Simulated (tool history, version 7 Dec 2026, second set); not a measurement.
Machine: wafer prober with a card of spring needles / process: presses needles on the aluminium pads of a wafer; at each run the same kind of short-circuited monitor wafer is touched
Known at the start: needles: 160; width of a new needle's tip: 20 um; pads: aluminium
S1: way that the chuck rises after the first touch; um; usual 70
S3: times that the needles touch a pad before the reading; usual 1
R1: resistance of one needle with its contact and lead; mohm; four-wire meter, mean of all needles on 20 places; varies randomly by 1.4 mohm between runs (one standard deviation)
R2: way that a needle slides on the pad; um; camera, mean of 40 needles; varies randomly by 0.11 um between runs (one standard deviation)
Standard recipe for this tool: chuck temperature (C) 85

Run 1, hour 0.0: usual settings. Result: R1 160 mohm, R2 14.86 um.
At hour 1.4: tips cleaned on abrasive film.
Run 2, hour 10.6: usual settings. Result: R1 153 mohm, R2 14.87 um.
At hour 16.2: tips cleaned on abrasive film.
Run 3, hour 18.7: usual settings. Result: R1 136 mohm, R2 14.85 um.
Run 4, hour 26.0: usual settings. Result: R1 155 mohm, R2 14.85 um.
At hour 30.6: tips cleaned on abrasive film.
Run 5, hour 33.3: usual settings. Result: R1 139 mohm, R2 14.84 um.
Run 6, hour 42.9: usual settings but S1 85 um. Result: R1 150 mohm, R2 18.11 um.
At hour 45.2: tips cleaned on abrasive film.
Run 7, hour 52.9: usual settings but S1 85 um. Result: R1 141 mohm, R2 18.06 um.
At hour 59.7: tips cleaned on abrasive film.
Run 8, hour 60.5: usual settings but S1 85 um, chuck temperature (C) 73. Result: R1 122 mohm, R2 18.01 um.
Run 9, hour 65.3: usual settings but S1 85 um, chuck temperature (C) 31. Result: R1 129 mohm, R2 17.68 um.
At hour 74.0: tips cleaned on abrasive film.
Run 10, hour 75.3: usual settings but S1 85 um, chuck temperature (C) 31. Result: R1 120 mohm, R2 18.11 um.
Run 11, hour 81.9: usual settings. Result: R1 150 mohm, R2 14.68 um.
Run 12, hour 87.3: usual settings. Result: R1 163 mohm, R2 14.71 um.
At hour 88.8: tips cleaned on abrasive film.
Run 13, hour 95.7: usual settings. Result: R1 153 mohm, R2 14.81 um.
At hour 103.2: tips cleaned on abrasive film.
Run 14, hour 106.0: usual settings but S3 2. Result: R1 134 mohm, R2 14.77 um.
At hour 107.1: height of the first contact set anew.
Run 15, hour 112.0: usual settings but S3 2. Result: R1 144 mohm, R2 14.59 um.
At hour 117.9: tips cleaned on abrasive film.
Run 16, hour 121.3: usual settings. Result: R1 139 mohm, R2 14.73 um.
Run 17, hour 130.1: usual settings. Result: R1 159 mohm, R2 14.79 um.
At hour 132.6: tips cleaned on abrasive film.
Run 18, hour 140.6: usual settings but chuck temperature (C) 43. Result: R1 152 mohm, R2 14.56 um.
Run 19, hour 146.2: usual settings but chuck temperature (C) 70, S3 2. Result: R1 148 mohm, R2 14.58 um.
At hour 147.0: tips cleaned on abrasive film.
Run 20, hour 153.8: usual settings but chuck temperature (C) 70, S3 2. Result: R1 138 mohm, R2 14.54 um.
At hour 161.5: tips cleaned on abrasive film.
Run 21, hour 161.5: usual settings but chuck temperature (C) 70, S3 2. Result: R1 124 mohm, R2 14.66 um.
At hour 164.6: height of the first contact set anew, once more.
Run 22, hour 168.4: usual settings but chuck temperature (C) 70, S3 2. Result: R1 137 mohm, R2 14.95 um.
Run 23, hour 173.3: usual settings but chuck temperature (C) 70, S3 2. Result: R1 142 mohm, R2 14.96 um.
At hour 176.1: tips cleaned on abrasive film.
Run 24, hour 178.6: usual settings but S1 87 um. Result: R1 127 mohm, R2 18.40 um.
Run 25, hour 184.3: usual settings but S1 54 um, chuck temperature (C) 124. Result: R1 177 mohm, R2 11.34 um.
At hour 190.4: tips cleaned on abrasive film.
Run 26, hour 190.4: usual settings but S1 54 um, chuck temperature (C) 124. Result: R1 138 mohm, R2 11.69 um.
Run 27, hour 196.7: usual settings but S1 50 um, chuck temperature (C) 124. Result: R1 180 mohm, R2 10.68 um.
Run 28, hour 204.4: usual settings but S1 78 um, chuck temperature (C) 76, S3 2. Result: R1 142 mohm, R2 16.58 um.
At hour 205.0: tips cleaned on abrasive film.
Run 29, hour 211.3: usual settings but S1 58 um, chuck temperature (C) 120. Result: R1 167 mohm, R2 12.39 um.
Run 30, hour 217.3: usual settings but S1 86 um, chuck temperature (C) 34, S3 2. Result: R1 129 mohm, R2 18.36 um.
At hour 219.8: tips cleaned on abrasive film.
Run 31, hour 223.5: usual settings but S1 86 um, chuck temperature (C) 34, S3 2. Result: R1 122 mohm, R2 18.34 um.
Run 32, hour 231.3: usual settings but S1 86 um, chuck temperature (C) 34, S3 2. Result: R1 131 mohm, R2 18.24 um.
At hour 234.4: tips cleaned on abrasive film.
Run 33, hour 235.7: usual settings but S1 86 um, chuck temperature (C) 34, S3 2. Result: R1 119 mohm, R2 18.11 um.
Run 34, hour 243.6: usual settings but S1 86 um, chuck temperature (C) 34, S3 2. Result: R1 129 mohm, R2 18.40 um.
At hour 249.0: tips cleaned on abrasive film.
Run 35, hour 252.3: usual settings but S1 86 um, chuck temperature (C) 34, S3 2. Result: R1 122 mohm, R2 18.08 um.

Measured minus without-hidden-state, run by run (identical run-to-run variation in each term; gauge scatter may differ):
The hidden state here: debris on the tips, nm; way that the needles fall short of the set height, um; tips' diameter, um; drift of the gauge itself on contact_mohm, %; drift of the gauge itself on scrub_um, %.
run   R1     R2
  1  +36  -0.02
  2  +30  -0.04
  3  +11  -0.05
  4  +31  -0.05
  5  +13  -0.08
  6  +26  -0.08
  7  +20  -0.09
  8   +5  -0.12
  9  +16  -0.12
 10   +6  -0.14
 11  +28  -0.14
 12  +39  -0.14
 13  +27  -0.16
 14   +9  -0.18
 15  +18  -0.22
 16  +15  -0.23
 17  +37  -0.23
 18  +32  -0.24
 19  +26  -0.25
 20  +16  -0.26
 21   +2  -0.27
 22  +15  +0.00
 23  +21  +0.00
 24   +7  -0.02
 25  +44  -0.02
 26   +3  -0.04
 27  +42  -0.04
 28  +20  -0.04
 29  +33  -0.06
 30  +16  -0.06
 31   +7  -0.07
 32  +16  -0.07
 33   +4  -0.09
 34  +14  -0.09
 35   +8  -0.11
